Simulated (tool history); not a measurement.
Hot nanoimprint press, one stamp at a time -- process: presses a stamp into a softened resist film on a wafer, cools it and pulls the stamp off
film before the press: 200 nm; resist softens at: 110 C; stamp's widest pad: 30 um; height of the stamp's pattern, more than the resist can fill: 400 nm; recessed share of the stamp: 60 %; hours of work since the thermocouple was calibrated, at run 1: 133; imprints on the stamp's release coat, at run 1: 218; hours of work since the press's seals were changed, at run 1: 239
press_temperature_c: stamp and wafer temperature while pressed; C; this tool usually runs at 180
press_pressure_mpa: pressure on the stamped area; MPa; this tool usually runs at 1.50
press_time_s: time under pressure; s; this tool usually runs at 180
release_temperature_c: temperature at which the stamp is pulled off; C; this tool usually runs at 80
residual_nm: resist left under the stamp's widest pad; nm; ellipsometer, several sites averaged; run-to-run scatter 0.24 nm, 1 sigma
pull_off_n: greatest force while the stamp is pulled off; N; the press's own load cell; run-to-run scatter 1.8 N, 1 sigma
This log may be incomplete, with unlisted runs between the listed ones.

run    hour  press_temperature_c  press_pressure_mpa  press_time_s  release_temperature_c  hours of work since the thermocouple was calibrated  imprints on the stamp's release coat  hours of work since the press's seals were changed  residual_nm  pull_off_n
  1     0.0                  180                1.50           180                     80                                                  133                                   218                                                 239        107.1         171
  2    41.9                  180                1.50           180                     68                                                  154                                   331                                                 260        107.0         207
  3   126.7                  182                1.50           180                     80                                                  195                                   560                                                 301         98.4         165
  4   206.1                  182                1.50           180                     80                                                  234                                   775                                                 340         98.5         167
      261.9  -- plate thermocouple calibrated
  5   266.5                  184                1.50           180                     80                                                    2                                   930                                                 368         90.5         170
  6   313.5                  184                1.50           180                     80                                                   25                                  1057                                                 391         90.3         167
  7   368.9                  184                1.50           180                     79                                                   52                                  1207                                                 418         90.3         173
      424.4  -- stamp cleaned and given a new release coat
  8   445.9                  180                1.50           180                     80                                                   87                                    58                                                 452        107.7         165
  9   532.5                  180                1.50           180                     80                                                  129                                   293                                                 494        107.6         170
 10   573.1                  180                1.50           180                     80                                                  149                                   402                                                 514        107.8         166
 11   619.9                  180                1.50           180                     79                                                  171                                   529                                                 537        107.7         171
 12   670.5                  180                1.50           180                     80                                                  196                                   665                                                 561        107.5         169
 13   736.9                  180                1.50           180                     80                                                  228                                   845                                                 594        108.1         167
      805.6  -- plate thermocouple calibrated
 14   805.6                  180                1.50           180                     70                                                    0                                  1022                                                 626        108.5         203
 15   891.9                  180                1.50           180                     70                                                   42                                  1255                                                 668        107.9         199
      930.4  -- stamp cleaned and given a new release coat
 16   938.1                  180                1.00           180                     87                                                   62                                    21                                                 687        129.7         142
 17   997.7                  180                1.60           339                     69                                                   91                                   182                                                 716         84.9         207
 18  1060.4                  180                1.28           180                     82                                                  121                                   351                                                 747        116.8         163
 19  1107.7                  172                1.28           180                     77                                                  144                                   479                                                 770        155.5         175
     1155.4  -- press's hydraulic seals changed and the load cell set to zero
 20  1202.3                  172                1.67           357                     77                                                  186                                   713                                                  23        118.9         179
 21  1247.4                  185                2.17           357                     77                                                  208                                   835                                                  45         55.3         178
 22  1339.7                  179                2.29           174                     82                                                  253                                  1085                                                  90         93.2         165
     1358.3  -- plate thermocouple calibrated
 23  1383.2                  191                1.68           246                     80                                                   12                                  1194                                                 109         56.1         170
     1450.9  -- stamp cleaned and given a new release coat
 24  1452.8                  191                2.21           186                     85                                                   43                                     5                                                 140         53.3         151
 25  1523.6                  170                1.50           308                     80                                                   77                                   196                                                 175        141.2         166
 26  1563.7                  191                1.50           118                     80                                                   97                                   305                                                 194         79.0         169
 27  1602.3                  180                1.16           103                     72                                                  116                                   409                                                 213        142.0         193
 28  1695.6                  180                1.81           103                     72                                                  161                                   661                                                 258        118.9         192
 29  1783.1                  180                1.81           249                     68                                                  204                                   897                                                 301         89.0         209

Each row is a separate what-if for the run after 29, all from the same tool condition, not one after another. Results?
  A  1840.8                  184                1.81           249                     68                                                  232                                  1053                                                 329            ?           ?
  B  1840.8                  180                1.23            91                     68                                                  232                                  1053                                                 329            ?           ?
  C  1840.8                  190                1.81           183                     68                                                  232                                  1053                                                 329            ?           ?

run  residual_nm  pull_off_n
  A         74.1         212
  B        143.6         209
  C         63.6         207
With the hidden condition removed and each run's random variation left untouched, the same runs would have given:
run  residual_nm  pull_off_n
  A         72.5         211
  B        140.5         209
  C         62.2         207
